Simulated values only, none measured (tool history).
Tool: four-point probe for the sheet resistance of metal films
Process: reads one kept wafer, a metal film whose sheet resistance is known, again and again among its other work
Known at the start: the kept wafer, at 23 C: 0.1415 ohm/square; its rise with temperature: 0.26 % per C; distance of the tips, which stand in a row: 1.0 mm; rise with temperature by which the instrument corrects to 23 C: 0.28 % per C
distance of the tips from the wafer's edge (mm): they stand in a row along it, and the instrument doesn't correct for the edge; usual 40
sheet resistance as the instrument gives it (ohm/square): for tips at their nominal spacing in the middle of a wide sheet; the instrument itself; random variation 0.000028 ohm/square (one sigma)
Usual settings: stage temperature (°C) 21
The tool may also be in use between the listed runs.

| run | hour | stage temperature (°C) | distance of the tips from the wafer's edge (mm) | sheet resistance as the instrument gives it (ohm/square) |
|---|---|---|---|---|
| 1 | 0 | 21 | 40 | 0.142319 |
| 2 | 57.9 | 21 | 40 | 0.142318 |
| 3 | 165.8 | 21 | 40 | 0.142407 |
|  | 224.8 | stage's thermometer calibrated |
| 4 | 294.5 | 21 | 40 | 0.142435 |
| 5 | 427.7 | 21 | 40 | 0.142485 |
| 6 | 557.5 | 21 | 40 | 0.142434 |
| 7 | 682.7 | 21 | 5 | 0.145477 |
| 8 | 742.2 | 21 | 5 | 0.145501 |
| 9 | 802.5 | 22 | 54 | 0.142454 |
| 10 | 931.6 | 20 | 16 | 0.142867 |

5 ways to go on from here, each from the tool as it stands after run 10. What would each give?
| A | 1000.7 | 23 | 70 | ? |
| B | 1000.7 | 35 | 67 | ? |
| C | 1000.7 | 20 | 67 | ? |
| D | 1000.7 | 21 | 38 | ? |
| E | 1000.7 | 29 | 13 | ? |

| run | sheet resistance as the instrument gives it (ohm/square) |
|---|---|
| A | 0.142463 |
| B | 0.142057 |
| C | 0.142647 |
| D | 0.142591 |
| E | 0.142736 |
Without the tool's hidden state the same runs would have given:
| run | sheet resistance as the instrument gives it (ohm/square) |
|---|---|
| A | 0.141503 |
| B | 0.141114 |
| C | 0.141681 |
| D | 0.141627 |
| E | 0.141781 |

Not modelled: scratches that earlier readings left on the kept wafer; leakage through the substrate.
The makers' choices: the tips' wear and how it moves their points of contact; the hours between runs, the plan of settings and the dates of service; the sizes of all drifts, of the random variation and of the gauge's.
